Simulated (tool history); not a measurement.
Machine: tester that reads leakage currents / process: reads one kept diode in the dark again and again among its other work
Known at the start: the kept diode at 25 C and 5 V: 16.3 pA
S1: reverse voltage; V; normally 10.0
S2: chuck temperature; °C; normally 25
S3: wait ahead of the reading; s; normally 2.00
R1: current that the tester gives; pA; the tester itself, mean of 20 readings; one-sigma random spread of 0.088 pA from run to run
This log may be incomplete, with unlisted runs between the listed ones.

| run | hour | S1 | S2 | S3 | R1 |
|---|---|---|---|---|---|
| 1 | 0.0 | 10.0 | 25 | 2.00 | 26.35 |
| 2 | 127.6 | 10.0 | 25 | 2.00 | 26.52 |
| 3 | 217.7 | 10.0 | 25 | 2.00 | 26.65 |
| 4 | 322.0 | 10.0 | 25 | 2.00 | 26.76 |
| 5 | 451.1 | 10.0 | 25 | 2.00 | 26.96 |
| 6 | 532.5 | 10.0 | 25 | 2.00 | 26.84 |
| 7 | 612.3 | 10.0 | 54 | 2.00 | 256.78 |
| 8 | 717.5 | 10.0 | 54 | 2.00 | 256.11 |
| 9 | 845.9 | 10.0 | 25 | 2.00 | 27.16 |
| 10 | 937.8 | 10.0 | 25 | 2.00 | 27.42 |
| 11 | 1053.2 | 10.0 | 25 | 2.00 | 27.28 |
| 12 | 1220.4 | 10.0 | 25 | 3.18 | 27.47 |
| 13 | 1377.0 | 10.0 | 25 | 3.18 | 27.44 |
| 14 | 1471.7 | 10.0 | 25 | 3.18 | 27.72 |
| 15 | 1580.2 | 3.8 | 25 | 3.18 | 16.97 |
| 16 | 1716.3 | 3.8 | 25 | 3.18 | 16.89 |
| 17 | 1832.5 | 3.8 | 25 | 3.86 | 16.95 |
| 18 | 2005.8 | 3.8 | 25 | 8.16 | 16.86 |
| 19 | 2090.0 | 3.8 | 25 | 8.16 | 15.16 |
| 20 | 2215.0 | 3.8 | 25 | 8.16 | 15.32 |
| 21 | 2391.7 | 12.6 | 25 | 2.00 | 29.89 |
| 22 | 2533.4 | 5.0 | 38 | 1.42 | 52.04 |
| 23 | 2717.7 | 1.6 | 25 | 5.79 | 10.04 |
| 24 | 2905.0 | 14.6 | 36 | 0.39 | 83.57 |
| 25 | 3023.7 | 10.0 | 32 | 2.00 | 46.69 |
| 26 | 3193.9 | 2.3 | 23 | 1.06 | 10.76 |
| 27 | 3338.6 | 1.2 | 30 | 2.17 | 13.59 |
| 28 | 3499.0 | 10.0 | 52 | 1.20 | 217.81 |
| 29 | 3597.3 | 1.5 | 21 | 0.92 | 7.43 |
| 30 | 3751.3 | 1.5 | 21 | 4.98 | 7.11 |
| 31 | 3885.6 | 2.2 | 21 | 0.34 | 10.17 |
| 32 | 4064.2 | 2.2 | 21 | 0.34 | 10.21 |
| 33 | 4215.8 | 1.4 | 23 | 0.39 | 8.75 |
| 34 | 4357.2 | 1.4 | 23 | 0.39 | 8.73 |
| 35 | 4461.3 | 1.4 | 23 | 0.39 | 8.78 |
| 36 | 4644.4 | 10.0 | 43 | 3.88 | 110.77 |
| 37 | 4766.1 | 2.4 | 27 | 0.60 | 15.72 |
| 38 | 4849.9 | 2.4 | 27 | 0.60 | 15.79 |
| 39 | 4991.2 | 15.2 | 48 | 8.03 | 199.65 |

Missing from the log above: 3 entries noted between runs. For each, name the pair of listed runs it sits between and say how the tool's hidden condition differs from the listed run just before to the listed run just after:
In the gap between runs 11 and 12: tester calibrated (hour 1208.1)
  stray current of the dirty probe card, pA a volt: 0.204 -> 0.211; current scale over the true one, %: -0.94 -> -0.04; true chuck temperature over the reading, C: 0.86 -> 0.92
  measured result minus the result with no hidden state, R1: +3.38 -> +3.84 pA
In the gap between runs 18 and 19: chuck's temperature calibrated (hour 2025.2)
  stray current of the dirty probe card, pA a volt: 0.242 -> 0.245; current scale over the true one, %: -0.18 -> -0.19; true chuck temperature over the reading, C: 1.16 -> -0.09
  measured result minus the result with no hidden state, R1: +2.36 -> +0.70 pA
In the gap between runs 32 and 33: probe card cleaned and baked (hour 4090.4)
  stray current of the dirty probe card, pA a volt: 0.321 -> 0.027; current scale over the true one, %: -0.52 -> -0.55; true chuck temperature over the reading, C: 0.5 -> 0.55
  measured result minus the result with no hidden state, R1: +0.97 -> +0.34 pA

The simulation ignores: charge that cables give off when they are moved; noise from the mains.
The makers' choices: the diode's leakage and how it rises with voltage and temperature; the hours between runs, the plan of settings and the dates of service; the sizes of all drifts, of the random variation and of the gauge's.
